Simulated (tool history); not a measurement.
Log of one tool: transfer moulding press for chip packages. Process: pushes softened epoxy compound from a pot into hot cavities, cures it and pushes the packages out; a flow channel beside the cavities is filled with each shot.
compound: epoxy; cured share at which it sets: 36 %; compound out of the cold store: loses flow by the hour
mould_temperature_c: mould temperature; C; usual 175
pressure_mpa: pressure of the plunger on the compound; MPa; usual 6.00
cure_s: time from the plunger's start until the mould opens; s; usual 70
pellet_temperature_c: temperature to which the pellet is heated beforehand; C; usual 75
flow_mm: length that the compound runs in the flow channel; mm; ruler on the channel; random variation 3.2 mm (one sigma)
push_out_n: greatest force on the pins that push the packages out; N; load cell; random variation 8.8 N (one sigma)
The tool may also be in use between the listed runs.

run,hour,mould_temperature_c,pressure_mpa,cure_s,pellet_temperature_c,incoming compound's hours out of the cold store,flow_mm,push_out_n
1,0.0,175,6.00,70,75,43.9,614,384
# hour 24.6: cavities cleaned with cleaning compound and waxed
2,37.2,175,6.00,70,75,24.4,679,438
# hour 48.3: mould's thermocouples calibrated
# hour 57.7: cavities cleaned with cleaning compound and waxed
3,66.0,175,6.00,70,75,25.8,676,474
# hour 90.7: cavities cleaned with cleaning compound and waxed
4,98.0,175,6.00,70,79,23.1,683,452
# hour 123.0: cavities cleaned with cleaning compound and waxed
5,123.0,175,6.00,70,79,38.0,618,363
6,150.0,175,6.00,70,79,39.2,606,534
# hour 154.8: cavities cleaned with cleaning compound and waxed
7,182.7,175,6.00,70,79,35.0,626,573
# hour 187.1: cavities cleaned with cleaning compound and waxed
# hour 219.1: cavities cleaned with cleaning compound and waxed
8,230.1,175,6.00,70,79,15.4,688,487
# hour 251.3: cavities cleaned with cleaning compound and waxed
# hour 268.5: plunger's sealing rings changed
9,277.4,172,6.00,70,79,44.2,620,628
# hour 284.5: cavities cleaned with cleaning compound and waxed
10,312.7,172,6.00,70,79,23.5,690,703
# hour 317.2: cavities cleaned with cleaning compound and waxed
11,339.8,172,6.00,70,79,8.9,757,719
# hour 348.4: cavities cleaned with cleaning compound and waxed
# hour 379.9: cavities cleaned with cleaning compound and waxed
12,387.7,175,6.00,70,75,37.1,628,425
# hour 412.9: cavities cleaned with cleaning compound and waxed
13,437.0,175,6.00,70,75,26.3,669,551
# hour 444.7: cavities cleaned with cleaning compound and waxed
14,460.9,169,6.00,108,66,31.7,648,319
# hour 477.2: cavities cleaned with cleaning compound and waxed
# hour 508.1: cavities cleaned with cleaning compound and waxed
15,510.3,169,5.11,50,68,15.4,649,1246
# hour 541.3: cavities cleaned with cleaning compound and waxed
16,546.7,179,6.52,76,69,8.6,741,300
# hour 569.7: plunger's sealing rings changed
# hour 574.7: cavities cleaned with cleaning compound and waxed
17,579.0,179,6.52,76,69,17.9,742,303
# hour 606.1: cavities cleaned with cleaning compound and waxed
18,606.1,182,6.00,93,75,21.9,687,222
# hour 637.5: cavities cleaned with cleaning compound and waxed
19,651.5,182,6.00,93,75,9.6,730,289
# hour 669.7: cavities cleaned with cleaning compound and waxed
20,696.9,182,6.00,93,75,36.1,618,331
# hour 701.2: cavities cleaned with cleaning compound and waxed
# hour 733.9: cavities cleaned with cleaning compound and waxed
21,747.7,175,6.00,70,79,36.6,628,468
# hour 766.0: cavities cleaned with cleaning compound and waxed
22,785.1,178,6.00,70,71,23.4,662,416
# hour 797.7: cavities cleaned with cleaning compound and waxed
# hour 828.0: cavities cleaned with cleaning compound and waxed
23,836.7,177,6.17,77,71,46.4,582,326
# hour 859.2: cavities cleaned with cleaning compound and waxed
# hour 872.8: plunger's sealing rings changed
24,879.0,177,6.17,77,71,32.6,665,361
# hour 893.1: cavities cleaned with cleaning compound and waxed
# hour 925.0: cavities cleaned with cleaning compound and waxed
25,925.0,177,6.18,77,77,15.4,731,273

Forecast each of these 5 alternatives for the next run:
A,949.2,177,6.18,77,82,45.1,?,?
B,949.2,175,7.48,73,85,45.1,?,?
C,949.2,176,6.00,74,75,29.1,?,?
D,949.2,175,5.53,70,75,35.6,?,?
E,949.2,177,6.18,87,77,31.9,?,?

run,flow_mm,push_out_n
A,612,374
B,676,438
C,658,434
D,609,515
E,661,335
Without the tool's hidden state the same runs would have given:
run,flow_mm,push_out_n
A,625,262
B,689,311
C,672,311
D,621,369
E,675,233
